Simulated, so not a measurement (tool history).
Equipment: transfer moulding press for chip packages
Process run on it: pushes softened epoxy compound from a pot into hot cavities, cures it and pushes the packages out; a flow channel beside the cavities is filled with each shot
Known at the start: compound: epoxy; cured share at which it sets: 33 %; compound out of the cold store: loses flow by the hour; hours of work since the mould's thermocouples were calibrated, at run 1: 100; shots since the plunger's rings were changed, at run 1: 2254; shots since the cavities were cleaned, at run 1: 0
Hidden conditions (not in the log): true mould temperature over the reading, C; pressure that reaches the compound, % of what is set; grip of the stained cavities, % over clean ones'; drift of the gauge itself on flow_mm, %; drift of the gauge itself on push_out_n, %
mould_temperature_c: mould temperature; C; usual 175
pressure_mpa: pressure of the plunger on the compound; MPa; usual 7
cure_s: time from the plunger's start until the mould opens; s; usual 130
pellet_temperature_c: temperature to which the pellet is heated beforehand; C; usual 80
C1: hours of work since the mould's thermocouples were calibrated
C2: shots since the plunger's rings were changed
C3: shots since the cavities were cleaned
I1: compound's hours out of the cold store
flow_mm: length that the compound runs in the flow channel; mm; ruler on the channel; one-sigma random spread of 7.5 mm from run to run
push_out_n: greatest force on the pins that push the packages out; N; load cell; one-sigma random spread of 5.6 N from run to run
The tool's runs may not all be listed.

run 1 hour=0 | mould_temperature_c=175 pressure_mpa=7 cure_s=130 pellet_temperature_c=80 | C1=100 C2=2254 C3=0 | I1=28.2 | flow_mm=909 push_out_n=197
run 2 hour=36.7 | mould_temperature_c=175 pressure_mpa=7 cure_s=130 pellet_temperature_c=80 | C1=115 C2=2456 C3=202 | I1=17.1 | flow_mm=962 push_out_n=255
run 3 hour=57.2 | mould_temperature_c=175 pressure_mpa=7 cure_s=141 pellet_temperature_c=80 | C1=123 C2=2568 C3=314 | I1=8.6 | flow_mm=961 push_out_n=270
run 4 hour=93.6 | mould_temperature_c=168 pressure_mpa=7 cure_s=130 pellet_temperature_c=80 | C1=138 C2=2769 C3=515 | I1=26.2 | flow_mm=929 push_out_n=427
run 5 hour=125.7 | mould_temperature_c=168 pressure_mpa=8.13 cure_s=130 pellet_temperature_c=80 | C1=151 C2=2946 C3=692 | I1=11.7 | flow_mm=1058 push_out_n=478
-- hour=137.6 cavities cleaned with cleaning compound and waxed
run 6 hour=142.8 | mould_temperature_c=168 pressure_mpa=8.13 cure_s=130 pellet_temperature_c=80 | C1=157 C2=3031 C3=28 | I1=22.4 | flow_mm=1004 push_out_n=294
run 7 hour=161.2 | mould_temperature_c=168 pressure_mpa=8.13 cure_s=130 pellet_temperature_c=80 | C1=165 C2=3133 C3=130 | I1=18.8 | flow_mm=1020 push_out_n=325
run 8 hour=189.9 | mould_temperature_c=168 pressure_mpa=8.13 cure_s=130 pellet_temperature_c=80 | C1=176 C2=3291 C3=288 | I1=39 | flow_mm=941 push_out_n=359
run 9 hour=220 | mould_temperature_c=175 pressure_mpa=7 cure_s=130 pellet_temperature_c=80 | C1=189 C2=3456 C3=453 | I1=17.6 | flow_mm=931 push_out_n=303
run 10 hour=253.6 | mould_temperature_c=175 pressure_mpa=7 cure_s=130 pellet_temperature_c=71 | C1=202 C2=3641 C3=638 | I1=29.6 | flow_mm=880 push_out_n=313
-- hour=274.6 cavities cleaned with cleaning compound and waxed
run 11 hour=292.1 | mould_temperature_c=175 pressure_mpa=7 cure_s=130 pellet_temperature_c=80 | C1=218 C2=3845 C3=96 | I1=44.4 | flow_mm=829 push_out_n=209
run 12 hour=323.1 | mould_temperature_c=175 pressure_mpa=7 cure_s=130 pellet_temperature_c=80 | C1=230 C2=4015 C3=266 | I1=31.1 | flow_mm=875 push_out_n=257
run 13 hour=353 | mould_temperature_c=175 pressure_mpa=8.47 cure_s=130 pellet_temperature_c=80 | C1=242 C2=4180 C3=431 | I1=11 | flow_mm=1042 push_out_n=293
run 14 hour=371.4 | mould_temperature_c=175 pressure_mpa=7 cure_s=130 pellet_temperature_c=80 | C1=250 C2=4281 C3=532 | I1=41.5 | flow_mm=837 push_out_n=317
run 15 hour=394.9 | mould_temperature_c=175 pressure_mpa=7 cure_s=130 pellet_temperature_c=80 | C1=260 C2=4411 C3=662 | I1=29.9 | flow_mm=854 push_out_n=313
-- hour=411 cavities cleaned with cleaning compound and waxed
run 16 hour=430.5 | mould_temperature_c=175 pressure_mpa=7 cure_s=130 pellet_temperature_c=80 | C1=273 C2=4598 C3=107 | I1=39.3 | flow_mm=836 push_out_n=229
run 17 hour=465.4 | mould_temperature_c=174 pressure_mpa=7 cure_s=130 pellet_temperature_c=83 | C1=288 C2=4790 C3=299 | I1=33.7 | flow_mm=857 push_out_n=272
run 18 hour=496.4 | mould_temperature_c=168 pressure_mpa=7 cure_s=130 pellet_temperature_c=70 | C1=300 C2=4961 C3=470 | I1=43.6 | flow_mm=822 push_out_n=399
run 19 hour=532.6 | mould_temperature_c=168 pressure_mpa=7 cure_s=130 pellet_temperature_c=70 | C1=315 C2=5160 C3=669 | I1=33.1 | flow_mm=853 push_out_n=436
-- hour=538.1 mould's thermocouples calibrated
-- hour=550.2 cavities cleaned with cleaning compound and waxed
run 20 hour=565.8 | mould_temperature_c=169 pressure_mpa=7.13 cure_s=154 pellet_temperature_c=80 | C1=11 C2=5324 C3=86 | I1=36.6 | flow_mm=860 push_out_n=226
run 21 hour=591.7 | mould_temperature_c=172 pressure_mpa=7.84 cure_s=128 pellet_temperature_c=75 | C1=21 C2=5466 C3=228 | I1=45.5 | flow_mm=860 push_out_n=268

What will run 22 give?
run 22 hour=627.5 | mould_temperature_c=171 pressure_mpa=5.25 cure_s=130 pellet_temperature_c=80 | C1=36 C2=5663 C3=425 | I1=27.5 | flow_mm=? push_out_n=?

Run 22 yielded flow_mm 740 mm, push_out_n 315 N.
Were there no unlogged condition in the tool, this run, its random variation unchanged, would have produced flow_mm 823 mm, push_out_n 217 N.

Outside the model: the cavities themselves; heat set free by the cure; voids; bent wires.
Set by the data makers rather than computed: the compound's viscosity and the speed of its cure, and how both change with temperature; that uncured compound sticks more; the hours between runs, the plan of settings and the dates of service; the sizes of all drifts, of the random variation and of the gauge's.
